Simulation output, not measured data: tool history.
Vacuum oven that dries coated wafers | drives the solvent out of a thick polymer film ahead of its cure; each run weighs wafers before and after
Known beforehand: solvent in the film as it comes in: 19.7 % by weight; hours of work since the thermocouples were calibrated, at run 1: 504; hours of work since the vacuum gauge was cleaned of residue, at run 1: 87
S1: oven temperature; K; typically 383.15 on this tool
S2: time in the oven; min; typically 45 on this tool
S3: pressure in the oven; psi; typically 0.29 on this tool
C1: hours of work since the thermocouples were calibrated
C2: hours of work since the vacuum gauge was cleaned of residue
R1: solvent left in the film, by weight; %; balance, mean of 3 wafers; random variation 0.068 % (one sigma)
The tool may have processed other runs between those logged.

Run 1, hour 0: usual settings; C1 504; C2 87. Result: R1 4.79 %.
Run 2, hour 5.8: usual settings; C1 507; C2 90. Result: R1 4.93 %.
Run 3, hour 15: usual settings; C1 512; C2 94. Result: R1 4.95 %.
Run 4, hour 27.2: usual settings but S3 0.875 psi; C1 518; C2 101. Result: R1 9.74 %.
Run 5, hour 36.4: usual settings but S3 0.173 psi; C1 523; C2 106. Result: R1 3.81 %.
Run 6, hour 43.6: usual settings but S1 370.15 K, S3 0.173 psi; C1 527; C2 109. Result: R1 7.34 %.
Run 7, hour 51.5: usual settings; C1 531; C2 114. Result: R1 4.94 %.
Run 8, hour 57.4: usual settings; C1 534; C2 117. Result: R1 5.04 %.
Run 9, hour 66.8: usual settings; C1 539; C2 122. Result: R1 4.97 %.
Run 10, hour 77.3: usual settings; C1 544; C2 127. Result: R1 4.92 %.
Run 11, hour 89.4: usual settings; C1 551; C2 134. Result: R1 5.03 %.
Run 12, hour 99.5: usual settings; C1 556; C2 139. Result: R1 4.96 %.
Run 13, hour 107.5: usual settings but S2 37 min; C1 560; C2 143. Result: R1 5.67 %.
Run 14, hour 113: usual settings but S2 37 min; C1 563; C2 146. Result: R1 5.79 %.
Run 15, hour 121.3: usual settings; C1 567; C2 150. Result: R1 5.04 %.
Run 16, hour 131: usual settings; C1 573; C2 155. Result: R1 4.97 %.
Run 17, hour 141.5: usual settings; C1 578; C2 161. Result: R1 5 %.
Run 18, hour 150.3: usual settings but S2 52 min, S3 0.906 psi; C1 583; C2 166. Result: R1 9.9 %.
Run 19, hour 158.5: usual settings but S1 371.15 K, S2 44 min, S3 0.506 psi; C1 587; C2 170. Result: R1 10.8 %.
Run 20, hour 169.3: usual settings but S1 379.15 K, S2 44 min, S3 0.506 psi; C1 593; C2 175. Result: R1 8.09 %.
Run 21, hour 179.6: usual settings but S1 396.15 K, S2 23 min, S3 0.287 psi; C1 598; C2 181. Result: R1 4.74 %.
Run 22, hour 187.8: usual settings but S1 372.15 K, S2 26 min, S3 0.767 psi; C1 602; C2 185. Result: R1 14.68 %.
Run 23, hour 194.2: usual settings but S1 375.15 K, S2 25 min, S3 0.234 psi; C1 606; C2 189. Result: R1 9.48 %.
Run 24, hour 204.8: usual settings but S1 394.15 K, S2 25 min, S3 0.184 psi; C1 611; C2 194. Result: R1 4.31 %.
Run 25, hour 211.3: usual settings but S1 368.15 K, S2 40 min, S3 0.184 psi; C1 615; C2 198. Result: R1 8.95 %.
Run 26, hour 218.8: usual settings but S3 0.743 psi; C1 619; C2 202. Result: R1 8.92 %.
Run 27, hour 225: usual settings but S2 27 min, S3 0.247 psi; C1 622; C2 205. Result: R1 7.15 %.
Run 28, hour 236.5: usual settings but S1 378.15 K, S2 43 min, S3 0.247 psi; C1 628; C2 211. Result: R1 6.1 %.
Run 29, hour 245.1: usual settings but S1 397.15 K, S2 42 min, S3 0.592 psi; C1 633; C2 215. Result: R1 4.26 %.
Run 30, hour 250.2: usual settings but S1 388.15 K, S2 42 min, S3 0.592 psi; C1 635; C2 218. Result: R1 6.31 %.
Run 31, hour 256.9: usual settings but S1 396.15 K, S2 42 min, S3 0.245 psi; C1 639; C2 222. Result: R1 2.36 %.
Run 32, hour 267.5: usual settings but S1 396.15 K, S2 30 min, S3 0.693 psi; C1 644; C2 227. Result: R1 5.98 %.
Run 33, hour 279.4: usual settings but S1 396.15 K, S2 30 min, S3 0.693 psi; C1 651; C2 233. Result: R1 6.05 %.
Run 34, hour 285: usual settings but S1 386.15 K, S2 80 min, S3 0.151 psi; C1 653; C2 236. Result: R1 1.72 %.

Below, some changes in R1 between adjacent runs. For each, the amount present without the hidden state too (settings, incoming material, random variation) and the amount remaining for the hidden state with gauge scatter not shared by both compared results:
Hidden state present: true wafer temperature over the reading, C; true pressure over the reading, kPa; drift of the gauge itself on solvent_pct, %.
Run 4 -> 5: S3 0.875 -> 0.173. R1 -5.93 %: hidden state -0.14, all else -5.79.
Run 21 -> 22: S1 396.15 -> 372.15, S2 23 -> 26, S3 0.287 -> 0.767. R1 +9.94 %: hidden state +0.19, all else +9.75.
Run 22 -> 23: S1 372.15 -> 375.15, S2 26 -> 25, S3 0.767 -> 0.234. R1 -5.2 %: hidden state -0.09, all else -5.11.
Run 30 -> 31: S1 388.15 -> 396.15, S3 0.592 -> 0.245. R1 -3.95 %: hidden state -0.19, all else -3.76.
Run 33 -> 34: S1 396.15 -> 386.15, S2 30 -> 80, S3 0.693 -> 0.151. R1 -4.33 %: hidden state -0.17, all else -4.16.
